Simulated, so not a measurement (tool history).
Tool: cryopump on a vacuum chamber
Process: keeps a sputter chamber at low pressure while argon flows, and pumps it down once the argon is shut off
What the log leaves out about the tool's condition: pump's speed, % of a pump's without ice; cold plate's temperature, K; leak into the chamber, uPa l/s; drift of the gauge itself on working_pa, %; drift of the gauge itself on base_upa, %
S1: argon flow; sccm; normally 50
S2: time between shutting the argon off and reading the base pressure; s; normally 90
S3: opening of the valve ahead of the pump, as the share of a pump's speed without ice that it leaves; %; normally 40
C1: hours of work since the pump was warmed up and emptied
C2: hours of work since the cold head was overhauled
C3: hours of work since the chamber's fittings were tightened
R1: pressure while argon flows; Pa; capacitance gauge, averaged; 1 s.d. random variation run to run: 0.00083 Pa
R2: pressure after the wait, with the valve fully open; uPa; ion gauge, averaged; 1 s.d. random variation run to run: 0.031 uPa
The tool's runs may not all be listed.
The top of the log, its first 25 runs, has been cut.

| run | hour | S1 | S2 | S3 | C1 | C2 | C3 | R1 | R2 |
|---|---|---|---|---|---|---|---|---|---|
| 26 | 953.8 | 38 | 61 | 27 | 836 | 836 | 3566 | 0.1930 | 5.11 |
| 27 | 991.7 | 38 | 61 | 27 | 862 | 862 | 3592 | 0.1933 | 5.03 |
| 28 | 1019.1 | 59 | 81 | 16 | 880 | 880 | 3610 | 0.4977 | 4.58 |
| 29 | 1059.0 | 59 | 81 | 16 | 908 | 908 | 3638 | 0.5031 | 4.69 |
| 30 | 1099.4 | 59 | 81 | 16 | 935 | 935 | 3665 | 0.5034 | 4.64 |
|  | 1112.3 | pump warmed up, emptied and cooled again |
| 31 | 1135.3 | 57 | 157 | 15 | 16 | 956 | 3686 | 0.5043 | 3.66 |
|  | 1161.0 | leaking fittings of the chamber tightened, without venting |
| 32 | 1166.9 | 25 | 156 | 15 | 36 | 976 | 4 | 0.2206 | 1.00 |
| 33 | 1219.7 | 22 | 31 | 40 | 72 | 1012 | 40 | 0.0740 | 4.11 |

Forecast each of these 4 alternatives for the next run:
| A | 1268.8 | 22 | 98 | 40 | 105 | 1046 | 73 | ? | ? |
| B | 1268.8 | 37 | 45 | 40 | 105 | 1046 | 73 | ? | ? |
| C | 1268.8 | 27 | 21 | 40 | 105 | 1046 | 73 | ? | ? |
| D | 1268.8 | 50 | 109 | 40 | 105 | 1046 | 73 | ? | ? |

| run | R1 | R2 |
|---|---|---|
| A | 0.0735 | 1.56 |
| B | 0.1242 | 2.87 |
| C | 0.0901 | 6.02 |
| D | 0.1684 | 1.39 |
With no hidden state in the tool, these same runs would have given:
| run | R1 | R2 |
|---|---|---|
| A | 0.0728 | 1.47 |
| B | 0.1230 | 2.79 |
| C | 0.0893 | 5.94 |
| D | 0.1668 | 1.31 |

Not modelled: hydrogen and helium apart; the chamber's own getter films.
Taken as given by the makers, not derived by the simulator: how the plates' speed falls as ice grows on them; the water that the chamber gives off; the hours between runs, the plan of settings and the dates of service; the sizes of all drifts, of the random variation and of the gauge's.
